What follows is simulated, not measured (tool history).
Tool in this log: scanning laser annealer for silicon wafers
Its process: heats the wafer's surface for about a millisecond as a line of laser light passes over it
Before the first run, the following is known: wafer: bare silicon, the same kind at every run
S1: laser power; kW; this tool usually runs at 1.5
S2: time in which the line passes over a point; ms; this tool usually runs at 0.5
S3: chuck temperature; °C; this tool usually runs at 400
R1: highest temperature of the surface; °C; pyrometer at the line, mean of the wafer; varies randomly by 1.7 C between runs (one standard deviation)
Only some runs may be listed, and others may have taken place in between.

run 1 hour=0 | S1=1.5 S2=0.5 S3=400 | R1=1154
run 2 hour=11.9 | S1=1.5 S2=0.5 S3=400 | R1=1154
run 3 hour=26.9 | S1=1.453 S2=0.5 S3=400 | R1=1129
run 4 hour=42.6 | S1=1.453 S2=0.5 S3=400 | R1=1129
run 5 hour=54.1 | S1=1.453 S2=0.5 S3=400 | R1=1131
run 6 hour=68.9 | S1=1.453 S2=0.5 S3=400 | R1=1130
run 7 hour=80.3 | S1=1.5 S2=0.5 S3=400 | R1=1155
run 8 hour=89.4 | S1=1.5 S2=0.5 S3=400 | R1=1153
run 9 hour=103.6 | S1=1.5 S2=0.5 S3=400 | R1=1153
run 10 hour=118.2 | S1=1.575 S2=0.5 S3=400 | R1=1189
run 11 hour=126.3 | S1=1.575 S2=0.5 S3=400 | R1=1190
run 12 hour=139.1 | S1=1.575 S2=0.5 S3=400 | R1=1187
run 13 hour=148.6 | S1=1.5 S2=0.355 S3=400 | R1=1033
run 14 hour=157.3 | S1=1.569 S2=0.5 S3=400 | R1=1186
-- hour=171.3 window over the wafer cleaned
run 15 hour=174.6 | S1=1.5 S2=0.5 S3=438 | R1=1195
run 16 hour=186.7 | S1=1.5 S2=0.5 S3=425 | R1=1177
run 17 hour=195.1 | S1=1.5 S2=0.5 S3=425 | R1=1179
run 18 hour=208.1 | S1=1.5 S2=0.5 S3=400 | R1=1155
run 19 hour=222.8 | S1=1.5 S2=0.5 S3=400 | R1=1157
run 20 hour=238.8 | S1=1.5 S2=0.5 S3=400 | R1=1157
run 21 hour=254.8 | S1=1.5 S2=0.5 S3=400 | R1=1154
run 22 hour=261.8 | S1=1.5 S2=0.5 S3=400 | R1=1159
run 23 hour=275.4 | S1=1.446 S2=0.5 S3=400 | R1=1130
run 24 hour=287.8 | S1=1.561 S2=0.428 S3=397 | R1=1120
run 25 hour=302.4 | S1=1.5 S2=0.372 S3=371 | R1=1017
run 26 hour=311.7 | S1=1.462 S2=0.5 S3=368 | R1=1107
run 27 hour=323.8 | S1=1.462 S2=0.5 S3=412 | R1=1146
run 28 hour=337.8 | S1=1.462 S2=0.5 S3=412 | R1=1147
run 29 hour=348.1 | S1=1.462 S2=0.406 S3=412 | R1=1073
run 30 hour=362.4 | S1=1.462 S2=0.406 S3=412 | R1=1074
run 31 hour=373.6 | S1=1.524 S2=0.501 S3=401 | R1=1169
run 32 hour=383 | S1=1.345 S2=0.39 S3=400 | R1=999
run 33 hour=389.5 | S1=1.345 S2=0.39 S3=400 | R1=996
run 34 hour=396.9 | S1=1.607 S2=0.576 S3=401 | R1=1271
run 35 hour=405.9 | S1=1.607 S2=0.576 S3=401 | R1=1272
run 36 hour=417.5 | S1=1.621 S2=0.589 S3=378 | R1=1266
run 37 hour=431.6 | S1=1.458 S2=0.394 S3=378 | R1=1023
run 38 hour=443.7 | S1=1.486 S2=0.5 S3=382 | R1=1132
run 39 hour=450.2 | S1=1.422 S2=0.44 S3=400 | R1=1069
run 40 hour=458 | S1=1.5 S2=0.583 S3=400 | R1=1218
run 41 hour=473.5 | S1=1.64 S2=0.451 S3=400 | R1=1177

3 options for the next run, each taken on its own from the tool as it stands now. Forecast them:
run A hour=480 | S1=1.5 S2=0.495 S3=400 | R1=?
run B hour=480 | S1=1.391 S2=0.424 S3=400 | R1=?
run C hour=480 | S1=1.64 S2=0.451 S3=384 | R1=?

run=A R1=1149
run=B R1=1043
run=C R1=1165
Without the tool's hidden state the same runs would have given:
run=A R1=1150
run=B R1=1044
run=C R1=1166
